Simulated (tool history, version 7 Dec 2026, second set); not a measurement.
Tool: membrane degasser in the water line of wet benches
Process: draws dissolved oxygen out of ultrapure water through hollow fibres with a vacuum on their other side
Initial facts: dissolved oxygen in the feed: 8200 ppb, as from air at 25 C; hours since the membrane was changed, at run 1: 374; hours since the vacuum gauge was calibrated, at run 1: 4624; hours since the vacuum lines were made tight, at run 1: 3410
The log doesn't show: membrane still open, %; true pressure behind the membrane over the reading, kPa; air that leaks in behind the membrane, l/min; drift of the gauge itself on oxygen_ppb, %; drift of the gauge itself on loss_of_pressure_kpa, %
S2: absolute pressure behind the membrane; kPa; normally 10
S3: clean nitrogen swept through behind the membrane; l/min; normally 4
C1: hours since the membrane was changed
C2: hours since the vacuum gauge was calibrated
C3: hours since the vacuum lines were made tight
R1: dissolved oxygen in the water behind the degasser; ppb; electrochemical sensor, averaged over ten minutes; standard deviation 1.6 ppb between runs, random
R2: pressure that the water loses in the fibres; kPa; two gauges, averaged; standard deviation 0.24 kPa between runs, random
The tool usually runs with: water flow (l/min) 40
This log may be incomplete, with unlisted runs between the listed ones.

run 1 hour=0 | water_flow_(l/min)=40 S2=10 S3=4 | C1=374 C2=4624 C3=3410 | R1=167.7 R2=61.23
run 2 hour=137.1 | water_flow_(l/min)=40 S2=10 S3=3.1 | C1=511 C2=4761 C3=3547 | R1=211.1 R2=60.96
run 3 hour=206.3 | water_flow_(l/min)=40 S2=10 S3=4 | C1=580 C2=4830 C3=3616 | R1=168.2 R2=61.66
-- hour=323.3 vacuum gauge calibrated
run 4 hour=355.2 | water_flow_(l/min)=40 S2=6.7 S3=4 | C1=729 C2=32 C3=3764 | R1=84.3 R2=61.15
run 5 hour=445.6 | water_flow_(l/min)=30 S2=10 S3=4 | C1=819 C2=122 C3=3855 | R1=119.3 R2=45.6
run 6 hour=580.8 | water_flow_(l/min)=31 S2=10 S3=4 | C1=954 C2=258 C3=3990 | R1=125.6 R2=47.44
run 7 hour=642.8 | water_flow_(l/min)=40 S2=10 S3=2.72 | C1=1016 C2=320 C3=4052 | R1=227.5 R2=61.33

Forecast run 8:
run 8 hour=764.5 | water_flow_(l/min)=40 S2=10 S3=2.72 | C1=1138 C2=441 C3=4174 | R1=? R2=?

R1: 229.8 ppb
R2: 61.42 kPa
With the hidden condition absent and the run-to-run variation left alone, this run would have shown R1 229.9 ppb, R2 60.82 kPa.

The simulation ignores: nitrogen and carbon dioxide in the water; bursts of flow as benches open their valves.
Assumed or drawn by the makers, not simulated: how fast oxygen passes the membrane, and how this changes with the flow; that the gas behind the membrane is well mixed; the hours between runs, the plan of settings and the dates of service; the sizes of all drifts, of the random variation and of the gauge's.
